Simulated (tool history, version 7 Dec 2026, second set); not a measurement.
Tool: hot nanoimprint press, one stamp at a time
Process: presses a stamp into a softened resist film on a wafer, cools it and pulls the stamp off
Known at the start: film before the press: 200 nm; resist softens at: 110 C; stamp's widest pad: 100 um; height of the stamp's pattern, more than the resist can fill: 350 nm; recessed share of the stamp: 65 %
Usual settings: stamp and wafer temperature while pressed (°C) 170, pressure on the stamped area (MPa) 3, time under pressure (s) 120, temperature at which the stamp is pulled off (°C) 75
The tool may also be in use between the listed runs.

run  hour  stamp and wafer temperature while pressed (°C)  pressure on the stamped area (MPa)  time under pressure (s)  temperature at which the stamp is pulled off (°C)  resist left under the stamp's widest pad (nm)  greatest force while the stamp is pulled off (N)
  1     0                                             170                                   3                      120                                                 75                                           98.1                                               106
  2   9.9                                             176                                   3                      120                                                 75                                           78.3                                               104
  3  16.7                                             170                                   3                      180                                                 75                                           85.7                                               106
  4  26.1                                             180                                   3                      120                                                 75                                             68                                               106
  5    36                                             180                                   3                      120                                                 75                                             67                                               104
  6  42.4                                             180                                   3                      120                                                 75                                           67.9                                                99
  7  52.1                                             176                                   3                      120                                                 75                                           76.8                                               103
  8  60.9                                             176                                   3                      120                                                 75                                           78.6                                               104
  9  66.3                                             176                                   3                      120                                                 75                                           78.5                                               102
 10  73.5                                             159                                2.54                      120                                                 75                                          155.2                                               102
 11  83.2                                             159                                2.54                      120                                                 75                                          154.4                                               104
     90.7  -- plate thermocouple calibrated
 12  95.3                                             177                                   3                       66                                                 75                                           93.7                                               103

Run 13 comes next. What will it give?
 13  101.6                                             171                                2.25                      120                                                 75                                              ?                                                 ?

resist left under the stamp's widest pad (nm): 111.9
greatest force while the stamp is pulled off (N): 106
Without the tool's hidden state the same run would have given resist left under the stamp's widest pad (nm) 112, greatest force while the stamp is pulled off (N) 94.
